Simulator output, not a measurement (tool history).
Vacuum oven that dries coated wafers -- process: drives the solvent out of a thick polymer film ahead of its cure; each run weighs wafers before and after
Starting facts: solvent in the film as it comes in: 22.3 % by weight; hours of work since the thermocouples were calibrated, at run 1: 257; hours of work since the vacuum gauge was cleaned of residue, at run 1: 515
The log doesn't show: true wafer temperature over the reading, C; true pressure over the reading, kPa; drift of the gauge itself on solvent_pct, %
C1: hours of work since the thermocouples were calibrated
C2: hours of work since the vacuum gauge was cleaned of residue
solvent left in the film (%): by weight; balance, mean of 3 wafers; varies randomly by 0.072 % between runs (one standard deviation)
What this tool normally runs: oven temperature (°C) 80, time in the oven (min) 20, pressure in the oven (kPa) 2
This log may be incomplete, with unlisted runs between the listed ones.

run 1 hour=0 | oven_temperature_(°C)=80 time_in_the_oven_(min)=20 pressure_in_the_oven_(kPa)=2 | C1=257 C2=515 | solvent_left_in_the_film_(%)=5.26
run 2 hour=46.8 | oven_temperature_(°C)=81 time_in_the_oven_(min)=20 pressure_in_the_oven_(kPa)=2 | C1=279 C2=537 | solvent_left_in_the_film_(%)=4.8
run 3 hour=99.3 | oven_temperature_(°C)=81 time_in_the_oven_(min)=20 pressure_in_the_oven_(kPa)=2 | C1=304 C2=562 | solvent_left_in_the_film_(%)=4.68
run 4 hour=149.3 | oven_temperature_(°C)=81 time_in_the_oven_(min)=20 pressure_in_the_oven_(kPa)=2 | C1=328 C2=586 | solvent_left_in_the_film_(%)=4.93
run 5 hour=223.8 | oven_temperature_(°C)=80 time_in_the_oven_(min)=20 pressure_in_the_oven_(kPa)=2 | C1=364 C2=622 | solvent_left_in_the_film_(%)=5.43
run 6 hour=303.2 | oven_temperature_(°C)=84 time_in_the_oven_(min)=20 pressure_in_the_oven_(kPa)=2 | C1=402 C2=660 | solvent_left_in_the_film_(%)=3.58
run 7 hour=401.2 | oven_temperature_(°C)=84 time_in_the_oven_(min)=20 pressure_in_the_oven_(kPa)=2 | C1=449 C2=707 | solvent_left_in_the_film_(%)=3.56
run 8 hour=442.5 | oven_temperature_(°C)=84 time_in_the_oven_(min)=20 pressure_in_the_oven_(kPa)=2 | C1=469 C2=727 | solvent_left_in_the_film_(%)=3.59
-- hour=450.8 vacuum gauge cleaned of residue and calibrated
run 9 hour=516.3 | oven_temperature_(°C)=80 time_in_the_oven_(min)=26 pressure_in_the_oven_(kPa)=2 | C1=504 C2=31 | solvent_left_in_the_film_(%)=4.07
run 10 hour=583.5 | oven_temperature_(°C)=80 time_in_the_oven_(min)=26 pressure_in_the_oven_(kPa)=2 | C1=536 C2=64 | solvent_left_in_the_film_(%)=4.09
run 11 hour=652.1 | oven_temperature_(°C)=80 time_in_the_oven_(min)=26 pressure_in_the_oven_(kPa)=2 | C1=569 C2=97 | solvent_left_in_the_film_(%)=4.05
-- hour=701.1 vacuum gauge cleaned of residue and calibrated, once more
run 12 hour=731.3 | oven_temperature_(°C)=80 time_in_the_oven_(min)=20 pressure_in_the_oven_(kPa)=2 | C1=606 C2=14 | solvent_left_in_the_film_(%)=5.41
run 13 hour=779.2 | oven_temperature_(°C)=80 time_in_the_oven_(min)=20 pressure_in_the_oven_(kPa)=2 | C1=629 C2=38 | solvent_left_in_the_film_(%)=5.41
run 14 hour=843.4 | oven_temperature_(°C)=80 time_in_the_oven_(min)=33 pressure_in_the_oven_(kPa)=1.08 | C1=660 C2=68 | solvent_left_in_the_film_(%)=2.36
run 15 hour=892.5 | oven_temperature_(°C)=65 time_in_the_oven_(min)=33 pressure_in_the_oven_(kPa)=1.08 | C1=684 C2=92 | solvent_left_in_the_film_(%)=10.13
run 16 hour=986 | oven_temperature_(°C)=83 time_in_the_oven_(min)=24 pressure_in_the_oven_(kPa)=1.19 | C1=729 C2=137 | solvent_left_in_the_film_(%)=2.81
run 17 hour=1049.1 | oven_temperature_(°C)=87 time_in_the_oven_(min)=20 pressure_in_the_oven_(kPa)=1.73 | C1=759 C2=167 | solvent_left_in_the_film_(%)=2.46
run 18 hour=1125.5 | oven_temperature_(°C)=87 time_in_the_oven_(min)=20 pressure_in_the_oven_(kPa)=1.73 | C1=796 C2=204 | solvent_left_in_the_film_(%)=2.43
run 19 hour=1200.1 | oven_temperature_(°C)=74 time_in_the_oven_(min)=12 pressure_in_the_oven_(kPa)=2.49 | C1=831 C2=240 | solvent_left_in_the_film_(%)=12.01
run 20 hour=1240.1 | oven_temperature_(°C)=78 time_in_the_oven_(min)=12 pressure_in_the_oven_(kPa)=1.05 | C1=851 C2=259 | solvent_left_in_the_film_(%)=9.54
-- hour=1247.9 oven's thermocouples calibrated
run 21 hour=1332.1 | oven_temperature_(°C)=76 time_in_the_oven_(min)=20 pressure_in_the_oven_(kPa)=4.65 | C1=40 C2=302 | solvent_left_in_the_film_(%)=8.18
run 22 hour=1422.7 | oven_temperature_(°C)=81 time_in_the_oven_(min)=20 pressure_in_the_oven_(kPa)=6.7 | C1=84 C2=345 | solvent_left_in_the_film_(%)=6.06
run 23 hour=1504.9 | oven_temperature_(°C)=83 time_in_the_oven_(min)=15 pressure_in_the_oven_(kPa)=4.69 | C1=123 C2=385 | solvent_left_in_the_film_(%)=6.27
run 24 hour=1584 | oven_temperature_(°C)=83 time_in_the_oven_(min)=12 pressure_in_the_oven_(kPa)=6.73 | C1=161 C2=423 | solvent_left_in_the_film_(%)=7.95

Predict each of these 5 candidate next runs independently; none follows another, all start after run 24:
run A hour=1633.3 | oven_temperature_(°C)=80 time_in_the_oven_(min)=34 pressure_in_the_oven_(kPa)=7.85 | C1=185 C2=447 | solvent_left_in_the_film_(%)=?
run B hour=1633.3 | oven_temperature_(°C)=85 time_in_the_oven_(min)=20 pressure_in_the_oven_(kPa)=5.8 | C1=185 C2=447 | solvent_left_in_the_film_(%)=?
run C hour=1633.3 | oven_temperature_(°C)=88 time_in_the_oven_(min)=35 pressure_in_the_oven_(kPa)=2 | C1=185 C2=447 | solvent_left_in_the_film_(%)=?
run D hour=1633.3 | oven_temperature_(°C)=72 time_in_the_oven_(min)=20 pressure_in_the_oven_(kPa)=2 | C1=185 C2=447 | solvent_left_in_the_film_(%)=?
run E hour=1633.3 | oven_temperature_(°C)=86 time_in_the_oven_(min)=12 pressure_in_the_oven_(kPa)=4.37 | C1=185 C2=447 | solvent_left_in_the_film_(%)=?

run=A solvent_left_in_the_film_(%)=4.71
run=B solvent_left_in_the_film_(%)=4.22
run=C solvent_left_in_the_film_(%)=0.92
run=D solvent_left_in_the_film_(%)=9.84
run=E solvent_left_in_the_film_(%)=6.22
Without the tool's unlogged condition, the same runs would have read:
run=A solvent_left_in_the_film_(%)=4.48
run=B solvent_left_in_the_film_(%)=4
run=C solvent_left_in_the_film_(%)=0.83
run=D solvent_left_in_the_film_(%)=9.55
run=E solvent_left_in_the_film_(%)=5.96
